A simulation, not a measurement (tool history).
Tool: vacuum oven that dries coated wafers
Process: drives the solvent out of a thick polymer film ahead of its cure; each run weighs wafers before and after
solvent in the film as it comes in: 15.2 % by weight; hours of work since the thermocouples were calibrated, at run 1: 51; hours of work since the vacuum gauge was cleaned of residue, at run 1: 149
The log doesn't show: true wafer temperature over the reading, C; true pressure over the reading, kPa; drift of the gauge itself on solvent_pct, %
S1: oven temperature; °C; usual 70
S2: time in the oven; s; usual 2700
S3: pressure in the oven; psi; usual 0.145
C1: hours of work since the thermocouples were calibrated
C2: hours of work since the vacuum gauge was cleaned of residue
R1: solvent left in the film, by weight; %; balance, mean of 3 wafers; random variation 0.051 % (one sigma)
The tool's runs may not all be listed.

{"run": 1, "hour": 0.0, "S1": 70, "S2": 2700, "S3": 0.145, "C1": 51, "C2": 149, "R1": 0.95}
{"run": 2, "hour": 13.0, "S1": 70, "S2": 2700, "S3": 0.145, "C1": 58, "C2": 157, "R1": 1.07}
{"run": 3, "hour": 29.0, "S1": 70, "S2": 1680, "S3": 0.145, "C1": 68, "C2": 166, "R1": 2.16}
{"run": 4, "hour": 40.8, "S1": 70, "S2": 2700, "S3": 0.145, "C1": 74, "C2": 173, "R1": 0.98}
{"run": 5, "hour": 56.9, "S1": 68, "S2": 2700, "S3": 0.145, "C1": 84, "C2": 182, "R1": 1.28}
{"run": 6, "hour": 68.4, "S1": 70, "S2": 2700, "S3": 0.437, "C1": 91, "C2": 189, "R1": 1.75}
{"run": 7, "hour": 84.3, "S1": 70, "S2": 3960, "S3": 0.145, "C1": 100, "C2": 198, "R1": 0.59}
{"run": 8, "hour": 101.4, "S1": 70, "S2": 3960, "S3": 0.145, "C1": 110, "C2": 208, "R1": 0.53}
{"run": 9, "hour": 110.8, "S1": 70, "S2": 2700, "S3": 0.145, "C1": 115, "C2": 214, "R1": 1.11}
{"run": 10, "hour": 120.7, "S1": 70, "S2": 2700, "S3": 0.145, "C1": 121, "C2": 219, "R1": 0.96}
{"run": 11, "hour": 136.7, "S1": 70, "S2": 1740, "S3": 0.112, "C1": 130, "C2": 229, "R1": 2.06}
{"run": 12, "hour": 152.2, "S1": 70, "S2": 1740, "S3": 0.112, "C1": 139, "C2": 238, "R1": 1.96}
{"run": 13, "hour": 162.6, "S1": 74, "S2": 3120, "S3": 0.294, "C1": 145, "C2": 244, "R1": 0.76}
{"run": 14, "hour": 173.3, "S1": 74, "S2": 3120, "S3": 0.424, "C1": 152, "C2": 250, "R1": 1.07}
{"run": 15, "hour": 187.1, "S1": 56, "S2": 2700, "S3": 0.145, "C1": 160, "C2": 258, "R1": 4.76}
{"run": 16, "hour": 197.6, "S1": 70, "S2": 4320, "S3": 0.135, "C1": 166, "C2": 264, "R1": 0.5}
{"run": 17, "hour": 213.1, "S1": 70, "S2": 3900, "S3": 0.509, "C1": 175, "C2": 273, "R1": 1.53}

The next listed run, before its measurement:
{"run": 18, "hour": 222.4, "S1": 70, "S2": 2700, "S3": 0.248, "C1": 180, "C2": 279, "R1": "?"}

{"run 18": {"R1": 1.38}}
Without the tool's hidden state the same run would have given R1 1.38 %.

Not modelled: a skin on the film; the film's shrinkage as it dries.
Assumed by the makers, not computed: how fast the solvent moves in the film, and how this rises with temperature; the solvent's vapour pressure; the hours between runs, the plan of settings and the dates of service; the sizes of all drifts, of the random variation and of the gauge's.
